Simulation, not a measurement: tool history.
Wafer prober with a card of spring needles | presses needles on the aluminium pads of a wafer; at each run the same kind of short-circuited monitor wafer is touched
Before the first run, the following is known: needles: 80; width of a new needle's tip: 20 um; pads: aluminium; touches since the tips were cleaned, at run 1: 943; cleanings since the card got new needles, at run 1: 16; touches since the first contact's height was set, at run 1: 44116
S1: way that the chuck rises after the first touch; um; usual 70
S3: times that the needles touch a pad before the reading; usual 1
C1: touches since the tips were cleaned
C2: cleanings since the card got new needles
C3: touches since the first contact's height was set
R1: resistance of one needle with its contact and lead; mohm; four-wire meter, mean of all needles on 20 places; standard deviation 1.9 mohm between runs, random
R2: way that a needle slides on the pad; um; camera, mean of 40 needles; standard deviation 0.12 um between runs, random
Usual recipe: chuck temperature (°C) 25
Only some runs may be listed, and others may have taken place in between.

Run 1, day 0: usual settings; C1 943; C2 16; C3 44116. Result: R1 201 mohm, R2 13.74 um.
At day 0.162: tips cleaned on abrasive film.
Run 2, day 0.4: usual settings; C1 2027; C2 17; C3 47519. Result: R1 203 mohm, R2 13.73 um.
At day 0.438: tips cleaned on abrasive film.
At day 0.729: tips cleaned on abrasive film.
Run 3, day 0.783: usual settings; C1 459; C2 19; C3 50732. Result: R1 200 mohm, R2 13.81 um.
At day 1.004: tips cleaned on abrasive film.
Run 4, day 1.004: usual settings; C1 0; C2 20; C3 52625. Result: R1 201 mohm, R2 13.67 um.
At day 1.292: tips cleaned on abrasive film.
Run 5, day 1.3: usual settings but S3 2; C1 91; C2 21; C3 55135. Result: R1 197 mohm, R2 13.86 um.
Run 6, day 1.496: usual settings but S3 2; C1 1774; C2 21; C3 56818. Result: R1 201 mohm, R2 13.96 um.
At day 1.562: tips cleaned on abrasive film.
At day 1.838: tips cleaned on abrasive film.
Run 7, day 1.838: usual settings but S3 2; C1 0; C2 23; C3 59655. Result: R1 200 mohm, R2 13.63 um.
At day 2.1: tips cleaned on abrasive film.
Run 8, day 2.221: usual settings but S3 2; C1 1019; C2 24; C3 62924. Result: R1 198 mohm, R2 13.76 um.
At day 2.367: tips cleaned on abrasive film.
Run 9, day 2.488: usual settings but S3 2; C1 1052; C2 25; C3 65190. Result: R1 198 mohm, R2 13.81 um.
At day 2.629: tips cleaned on abrasive film.
Run 10, day 2.829: usual settings but S3 2; C1 1711; C2 26; C3 68079. Result: R1 199 mohm, R2 13.93 um.
At day 2.9: tips cleaned on abrasive film.
Run 11, day 3.092: usual settings but chuck temperature (°C) 117, S3 2; C1 1650; C2 27; C3 70311. Result: R1 218 mohm, R2 13.89 um.
At day 3.175: tips cleaned on abrasive film.
Run 12, day 3.396: usual settings but S1 54 um; C1 1905; C2 28; C3 72902. Result: R1 207 mohm, R2 10.71 um.
At day 3.458: tips cleaned on abrasive film.
At day 3.733: tips cleaned on abrasive film.
Run 13, day 3.792: usual settings but S1 52 um; C1 516; C2 30; C3 76235. Result: R1 204 mohm, R2 10.17 um.
At day 3.996: tips cleaned on abrasive film.
Run 14, day 4.075: usual settings but chuck temperature (°C) 64; C1 687; C2 31; C3 78638. Result: R1 207 mohm, R2 13.61 um.
Run 15, day 4.25: usual settings but chuck temperature (°C) 76; C1 2186; C2 31; C3 80137. Result: R1 211 mohm, R2 13.89 um.
At day 4.283: tips cleaned on abrasive film.
At day 4.575: tips cleaned on abrasive film.
Run 16, day 4.642: usual settings but S1 54 um, chuck temperature (°C) 76; C1 607; C2 33; C3 83441. Result: R1 215 mohm, R2 10.61 um.
At day 4.862: tips cleaned on abrasive film.
Run 17, day 4.908: usual settings but chuck temperature (°C) 87; C1 401; C2 34; C3 85682. Result: R1 215 mohm, R2 13.65 um.
At day 5.125: tips cleaned on abrasive film.
Run 18, day 5.308: usual settings but chuck temperature (°C) 87; C1 1585; C2 35; C3 89091. Result: R1 213 mohm, R2 13.72 um.
At day 5.412: tips cleaned on abrasive film.
Run 19, day 5.621: usual settings but S1 58 um, chuck temperature (°C) 42; C1 1785; C2 36; C3 91725. Result: R1 208 mohm, R2 11.57 um.
At day 5.688: tips cleaned on abrasive film.
Run 20, day 5.825: usual settings but S1 58 um, chuck temperature (°C) 42; C1 1179; C2 37; C3 93461. Result: R1 206 mohm, R2 11.47 um.
At day 5.962: tips cleaned on abrasive film.
Run 21, day 6.208: usual settings but S1 89 um, chuck temperature (°C) 42, S3 3; C1 2095; C2 38; C3 96711. Result: R1 198 mohm, R2 17.51 um.
At day 6.233: tips cleaned on abrasive film.
Run 22, day 6.379: usual settings but S1 53 um, chuck temperature (°C) 69, S3 2; C1 1260; C2 39; C3 98160. Result: R1 211 mohm, R2 10.49 um.
At day 6.517: tips cleaned on abrasive film.
Run 23, day 6.771: usual settings but S1 85 um, S3 2; C1 2190; C2 40; C3 101491. Result: R1 196 mohm, R2 16.73 um.
At day 6.792: tips cleaned on abrasive film.
At day 7.067: tips cleaned on abrasive film.
Run 24, day 7.167: usual settings but S1 65 um, chuck temperature (°C) 82; C1 850; C2 42; C3 104800. Result: R1 214 mohm, R2 12.81 um.
At day 7.338: tips cleaned on abrasive film.
At day 7.35: height of the first contact set anew.
Run 25, day 7.5: usual settings but S3 2; C1 1267; C2 43; C3 1267. Result: R1 202 mohm, R2 13.73 um.
At day 7.633: tips cleaned on abrasive film.
Run 26, day 7.871: usual settings but S3 3; C1 2025; C2 44; C3 4428. Result: R1 202 mohm, R2 13.5 um.
At day 7.9: tips cleaned on abrasive film.
At day 8.171: tips cleaned on abrasive film.
Run 27, day 8.171: usual settings but S1 69 um; C1 7; C2 46; C3 6938. Result: R1 193 mohm, R2 13.66 um.
At day 8.433: tips cleaned on abrasive film.
Run 28, day 8.517: usual settings but S1 76 um, S3 2; C1 726; C2 47; C3 9891. Result: R1 197 mohm, R2 15.02 um.
At day 8.708: tips cleaned on abrasive film.
Run 29, day 8.796: usual settings but S1 76 um; C1 750; C2 48; C3 12228. Result: R1 198 mohm, R2 15.03 um.
At day 8.988: tips cleaned on abrasive film.
Run 30, day 9.196: usual settings but S1 56 um, chuck temperature (°C) 59; C1 1790; C2 49; C3 15651. Result: R1 213 mohm, R2 11.02 um.
At day 9.258: tips cleaned on abrasive film.
At day 9.525: tips cleaned on abrasive film.
Run 31, day 9.583: usual settings but S1 57 um, chuck temperature (°C) 29, S3 3; C1 497; C2 51; C3 18911. Result: R1 205 mohm, R2 11.25 um.
At day 9.792: tips cleaned on abrasive film.
Run 32, day 9.888: usual settings but S1 57 um, chuck temperature (°C) 29, S3 3; C1 843; C2 52; C3 21494. Result: R1 205 mohm, R2 11.18 um.
At day 10.079: tips cleaned on abrasive film.
Run 33, day 10.221: usual settings but S1 57 um, chuck temperature (°C) 29, S3 3; C1 1213; C2 53; C3 24311. Result: R1 205 mohm, R2 11.18 um.

3 ways to go on from here, each from the tool as it stands after run 33. What would each give?
At day 10.346: tips cleaned on abrasive film.
Run A, day 10.479: usual settings but S1 75 um, chuck temperature (°C) 122; C1 1150; C2 54; C3 26505. Result: R1 ?, R2 ?.
At day 10.346: tips cleaned on abrasive film.
Run B, day 10.479: usual settings but S1 57 um, chuck temperature (°C) 29; C1 1150; C2 54; C3 26505. Result: R1 ?, R2 ?.
At day 10.346: tips cleaned on abrasive film.
Run C, day 10.479: usual settings but chuck temperature (°C) 49; C1 1150; C2 54; C3 26505. Result: R1 ?, R2 ?.

run   R1     R2
  A  223  14.77
  B  202  11.14
  C  202  13.88
The same runs, with their run-to-run variation unchanged, on a tool lacking any hidden condition would have given:
run   R1     R2
  A  223  14.78
  B  202  11.14
  C  202  13.88
